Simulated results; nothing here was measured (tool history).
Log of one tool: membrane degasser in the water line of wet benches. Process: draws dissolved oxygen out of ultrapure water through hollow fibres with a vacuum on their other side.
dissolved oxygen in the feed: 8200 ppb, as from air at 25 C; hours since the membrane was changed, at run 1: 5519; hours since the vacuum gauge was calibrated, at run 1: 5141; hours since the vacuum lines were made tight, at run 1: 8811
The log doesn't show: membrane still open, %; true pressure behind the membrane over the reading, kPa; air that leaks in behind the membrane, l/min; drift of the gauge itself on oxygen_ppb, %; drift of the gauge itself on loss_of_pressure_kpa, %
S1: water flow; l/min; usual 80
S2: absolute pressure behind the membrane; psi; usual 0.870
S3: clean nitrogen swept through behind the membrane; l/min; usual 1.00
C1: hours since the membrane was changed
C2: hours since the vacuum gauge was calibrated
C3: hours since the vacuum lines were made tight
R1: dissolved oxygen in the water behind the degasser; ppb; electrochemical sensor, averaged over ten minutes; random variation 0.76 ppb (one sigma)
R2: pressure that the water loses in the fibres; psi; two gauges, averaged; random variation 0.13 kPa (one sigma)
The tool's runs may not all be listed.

run,hour,S1,S2,S3,C1,C2,C3,R1,R2
1,0.0,80,0.870,1.00,5519,5141,8811,371.4,7.343
# hour 100.3: seals of the vacuum lines changed
2,225.0,80,0.870,1.00,5742,5364,125,375.2,7.313
3,352.7,80,0.870,1.00,5870,5492,252,374.1,7.316
4,533.9,80,0.999,1.00,6051,5673,434,484.1,7.339
5,697.3,80,0.999,1.00,6214,5836,597,483.6,7.346
6,879.6,80,0.999,1.00,6397,6018,779,484.2,7.345
7,1051.0,80,0.999,1.00,6568,6190,951,484.7,7.387
8,1212.3,80,0.999,1.00,6729,6351,1112,485.4,7.339
9,1337.6,80,0.870,1.00,6855,6476,1237,374.8,7.345
10,1558.5,80,1.952,1.00,7076,6697,1458,1235.2,7.382
11,1710.3,80,0.870,0.68,7227,6849,1610,471.1,7.346
# hour 1873.0: vacuum gauge calibrated
12,1922.0,80,0.870,1.00,7439,49,1821,367.3,7.365
13,2117.4,80,0.870,1.00,7634,244,2017,369.2,7.356
14,2290.8,80,0.870,1.00,7807,418,2190,369.6,7.364
15,2452.4,80,0.870,1.00,7969,579,2352,370.0,7.365
16,2593.0,80,0.748,1.00,8110,720,2492,263.3,7.391
17,2706.4,80,0.866,1.00,8223,833,2606,366.3,7.371
18,2837.7,52,1.445,1.46,8354,965,2737,472.7,4.788
19,3023.2,97,0.667,1.13,8540,1150,2922,209.6,8.929
20,3114.2,68,1.724,1.00,8631,1241,3013,952.6,6.283
21,3256.9,80,1.550,1.00,8774,1384,3156,930.2,7.397
22,3462.9,49,0.870,2.79,8979,1590,3362,111.7,4.531
23,3564.7,49,0.870,2.79,9081,1692,3464,111.3,4.525
24,3721.8,97,0.922,1.00,9238,1849,3621,476.3,8.955
25,3918.5,105,0.922,1.00,9435,2046,3818,505.7,9.709
26,4016.0,105,0.922,1.00,9533,2143,3915,504.7,9.719
27,4168.5,114,0.922,1.00,9685,2296,4068,533.9,10.550
28,4344.6,51,0.922,1.00,9861,2472,4244,301.2,4.711
29,4463.0,70,0.664,1.51,9980,2590,4362,129.4,6.502

Forecast each of these 3 alternatives for the next run:
A,4625.6,65,0.741,1.00,10142,2753,4525,?,?
B,4625.6,70,0.664,0.41,10142,2753,4525,?,?
C,4625.6,69,1.935,0.72,10142,2753,4525,?,?

run,R1,R2
A,220.9,6.032
B,285.8,6.477
C,1354.4,6.372
Without the tool's hidden state the same runs would have given:
run,R1,R2
A,218.2,5.883
B,282.3,6.316
C,1355.1,6.213

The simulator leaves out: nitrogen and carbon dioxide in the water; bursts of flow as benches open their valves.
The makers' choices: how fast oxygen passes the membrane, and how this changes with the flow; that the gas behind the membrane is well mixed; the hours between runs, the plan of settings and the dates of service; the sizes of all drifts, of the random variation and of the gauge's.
